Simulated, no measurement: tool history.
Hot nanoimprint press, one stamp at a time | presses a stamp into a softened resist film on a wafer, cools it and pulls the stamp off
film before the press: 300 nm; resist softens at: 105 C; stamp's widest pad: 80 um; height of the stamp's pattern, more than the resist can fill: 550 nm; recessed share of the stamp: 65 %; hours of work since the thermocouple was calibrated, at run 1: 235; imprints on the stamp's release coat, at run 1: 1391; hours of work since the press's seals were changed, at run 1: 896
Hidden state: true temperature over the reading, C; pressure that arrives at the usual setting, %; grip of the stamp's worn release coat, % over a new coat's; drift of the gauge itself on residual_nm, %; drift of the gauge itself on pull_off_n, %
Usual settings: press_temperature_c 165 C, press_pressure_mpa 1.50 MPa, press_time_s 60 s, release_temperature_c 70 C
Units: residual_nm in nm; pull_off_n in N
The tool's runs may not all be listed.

run	hour	press_temperature_c	press_pressure_mpa	press_time_s	release_temperature_c	hours of work since the thermocouple was calibrated	imprints on the stamp's release coat	hours of work since the press's seals were changed	residual_nm	pull_off_n
1	0.0	165	1.50	60	70	235	1391	896	144.3	142
2	50.9	165	1.50	40	70	271	1561	933	164.8	143
# hour 87.9: stamp cleaned and given a new release coat
3	92.4	165	1.50	40	70	297	15	958	165.1	151
4	138.9	165	1.50	60	70	331	170	992	146.2	147
5	195.2	165	1.50	60	70	371	358	1033	147.0	144
# hour 208.3: plate thermocouple calibrated
6	270.9	165	1.50	44	70	45	601	1085	159.7	149
7	310.7	165	1.50	44	70	74	734	1114	161.9	149
8	375.7	165	1.50	44	70	121	951	1161	161.1	145
9	412.0	165	1.50	44	70	147	1072	1187	161.0	146
10	490.6	165	1.50	44	70	204	1335	1244	160.5	143
11	534.5	165	1.50	44	70	236	1481	1276	159.8	155
# hour 596.4: stamp cleaned and given a new release coat
12	611.7	157	1.50	57	72	287	51	1327	192.5	139
# hour 656.8: press's hydraulic seals changed and the load cell set to zero
13	700.9	174	2.21	35	70	346	322	32	103.8	152
# hour 748.7: plate thermocouple calibrated
14	773.4	174	2.21	35	70	18	554	82	103.6	144
15	809.3	172	1.59	60	70	44	674	108	110.4	148

4 ways to go on from here, each from the tool as it stands after run 15. What would each give?
A	864.5	172	1.09	60	70	84	858	148	?	?
B	864.5	169	1.50	98	74	84	858	148	?	?
C	864.5	169	1.59	102	55	84	858	148	?	?
D	864.5	172	1.59	79	70	84	858	148	?	?

run	residual_nm	pull_off_n
A	136.8	151
B	105.5	130
C	101.6	211
D	100.8	148
Without the tool's hidden state the same runs would have given:
run	residual_nm	pull_off_n
A	136.7	150
B	105.4	129
C	101.5	210
D	100.6	147
